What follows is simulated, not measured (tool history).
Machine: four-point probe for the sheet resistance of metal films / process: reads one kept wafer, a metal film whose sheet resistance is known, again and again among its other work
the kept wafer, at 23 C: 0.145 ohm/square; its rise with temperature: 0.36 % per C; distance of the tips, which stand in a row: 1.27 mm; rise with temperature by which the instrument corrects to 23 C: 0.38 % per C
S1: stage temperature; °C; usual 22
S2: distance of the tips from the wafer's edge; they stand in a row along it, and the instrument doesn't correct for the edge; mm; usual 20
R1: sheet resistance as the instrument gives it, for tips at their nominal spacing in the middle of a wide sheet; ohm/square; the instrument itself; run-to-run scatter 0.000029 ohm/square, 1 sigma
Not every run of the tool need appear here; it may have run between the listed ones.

Run 1, day 0: usual settings. Result: R1 0.143682 ohm/square.
Run 2, day 2.358: usual settings. Result: R1 0.14361 ohm/square.
Run 3, day 3.546: usual settings. Result: R1 0.143643 ohm/square.
Run 4, day 5.325: usual settings. Result: R1 0.143582 ohm/square.
Run 5, day 6.392: usual settings but S1 35 °C. Result: R1 0.14314 ohm/square.
Run 6, day 8.138: usual settings. Result: R1 0.14353 ohm/square.
Run 7, day 9.25: usual settings. Result: R1 0.143486 ohm/square.
Run 8, day 11.504: usual settings. Result: R1 0.143508 ohm/square.
Run 9, day 13.321: usual settings. Result: R1 0.143532 ohm/square.
Run 10, day 15.079: usual settings. Result: R1 0.14347 ohm/square.
Run 11, day 17.225: usual settings. Result: R1 0.143481 ohm/square.
Run 12, day 19.321: usual settings. Result: R1 0.143429 ohm/square.
Run 13, day 20.929: usual settings. Result: R1 0.143413 ohm/square.
Run 14, day 22.567: usual settings. Result: R1 0.143399 ohm/square.
Run 15, day 24.108: usual settings. Result: R1 0.143333 ohm/square.
Run 16, day 26.196: usual settings. Result: R1 0.14333 ohm/square.
Run 17, day 28.071: usual settings but S1 20 °C. Result: R1 0.143415 ohm/square.
Run 18, day 29.612: usual settings but S2 10 mm. Result: R1 0.144137 ohm/square.
Run 19, day 30.762: usual settings but S2 10 mm. Result: R1 0.144154 ohm/square.
Run 20, day 33.233: usual settings but S1 27 °C, S2 3 mm. Result: R1 0.155211 ohm/square.
Run 21, day 35.171: usual settings but S1 26 °C, S2 8 mm. Result: R1 0.144653 ohm/square.
Run 22, day 37.275: usual settings but S1 30 °C, S2 50 mm. Result: R1 0.142613 ohm/square.
Run 23, day 39.408: usual settings but S1 33 °C, S2 58 mm. Result: R1 0.142461 ohm/square.

What does the tool deliver on the next run?
Run 24, day 41.442: usual settings but S2 35 mm. Result: R1 ?.

R1: 0.14294 ohm/square
Were there no unlogged condition in the tool, this run, its random variation unchanged, would have produced R1 0.14518 ohm/square.

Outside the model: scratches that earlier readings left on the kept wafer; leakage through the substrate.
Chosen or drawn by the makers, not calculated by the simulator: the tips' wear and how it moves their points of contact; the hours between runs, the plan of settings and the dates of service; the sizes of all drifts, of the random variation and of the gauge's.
